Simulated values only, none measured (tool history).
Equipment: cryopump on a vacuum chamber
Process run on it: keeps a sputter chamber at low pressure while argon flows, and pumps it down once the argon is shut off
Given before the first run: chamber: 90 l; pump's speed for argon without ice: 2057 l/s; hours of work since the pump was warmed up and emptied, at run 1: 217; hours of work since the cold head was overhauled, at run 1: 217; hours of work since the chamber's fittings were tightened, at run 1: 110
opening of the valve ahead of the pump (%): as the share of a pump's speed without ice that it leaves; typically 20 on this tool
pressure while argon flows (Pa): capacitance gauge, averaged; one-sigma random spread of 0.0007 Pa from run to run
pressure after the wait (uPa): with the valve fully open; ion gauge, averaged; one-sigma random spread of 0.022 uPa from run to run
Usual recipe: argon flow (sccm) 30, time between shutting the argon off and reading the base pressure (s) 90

run,hour,argon flow (sccm),time between shutting the argon off and reading the base pressure (s),opening of the valve ahead of the pump (%),hours of work since the pump was warmed up and emptied,hours of work since the cold head was overhauled,hours of work since the chamber's fittings were tightened,pressure while argon flows (Pa),pressure after the wait (uPa)
1,0.0,30,90,20,217,217,110,0.1254,0.64
2,17.4,30,90,20,226,226,118,0.1257,0.70
3,29.3,30,90,20,231,231,124,0.1250,0.68
4,44.4,30,90,20,238,238,131,0.1246,0.65
5,61.4,58,90,20,246,246,139,0.2428,0.60
6,76.6,30,90,20,253,253,146,0.1243,0.68
7,93.8,13,90,20,261,261,154,0.0541,0.70
8,104.9,13,90,20,266,266,159,0.0539,0.69
9,124.0,30,90,20,275,275,168,0.1253,0.66
10,144.6,57,90,20,285,285,177,0.2382,0.72
11,159.6,30,57,20,292,292,184,0.1253,0.94
12,170.4,30,57,20,297,297,189,0.1258,0.96
13,183.2,30,90,16,303,303,195,0.1582,0.67
14,204.3,30,90,16,313,313,205,0.1563,0.68
15,215.9,30,90,16,318,318,211,0.1564,0.72
16,236.0,30,90,16,328,328,220,0.1577,0.73
17,250.6,30,90,16,334,334,227,0.1559,0.79
18,269.3,23,90,16,343,343,236,0.1191,0.77
19,284.9,16,275,26,350,350,243,0.0520,0.46
20,306.3,20,27,20,360,360,253,0.0848,1.67
21,322.0,45,271,20,368,368,260,0.1886,0.53
22,336.1,32,90,35,374,374,267,0.0792,0.77
23,355.7,41,70,23,383,383,276,0.1508,0.88
24,371.5,31,278,45,391,391,283,0.0602,0.51
25,392.7,42,278,45,401,401,293,0.0802,0.51
26,412.7,25,60,23,410,410,302,0.0912,1.00
27,424.5,30,280,20,415,415,308,0.1268,0.52
28,434.6,30,280,20,420,420,313,0.1255,0.53
29,454.8,30,280,20,430,430,322,0.1274,0.54
30,467.6,30,281,20,436,436,328,0.1264,0.63
31,482.8,30,281,20,443,443,335,0.1265,0.54
32,498.0,13,36,25,450,450,342,0.0450,1.43
33,515.7,30,34,20,458,458,350,0.1262,1.53
34,526.0,13,216,38,463,463,355,0.0299,0.63

Forecast each of these 5 alternatives for the next run:
A,536.5,29,37,22,468,468,360,?,?
B,536.5,34,73,24,468,468,360,?,?
C,536.5,40,216,19,468,468,360,?,?
D,536.5,30,49,26,468,468,360,?,?
E,536.5,40,106,31,468,468,360,?,?

run,pressure while argon flows (Pa),pressure after the wait (uPa)
A,0.1113,1.38
B,0.1195,0.95
C,0.1790,0.66
D,0.0982,1.16
E,0.1112,0.82
With the hidden condition removed and each run's random variation left untouched, the same runs would have given:
run,pressure while argon flows (Pa),pressure after the wait (uPa)
A,0.1078,1.06
B,0.1153,0.63
C,0.1741,0.33
D,0.0945,0.83
E,0.1063,0.49
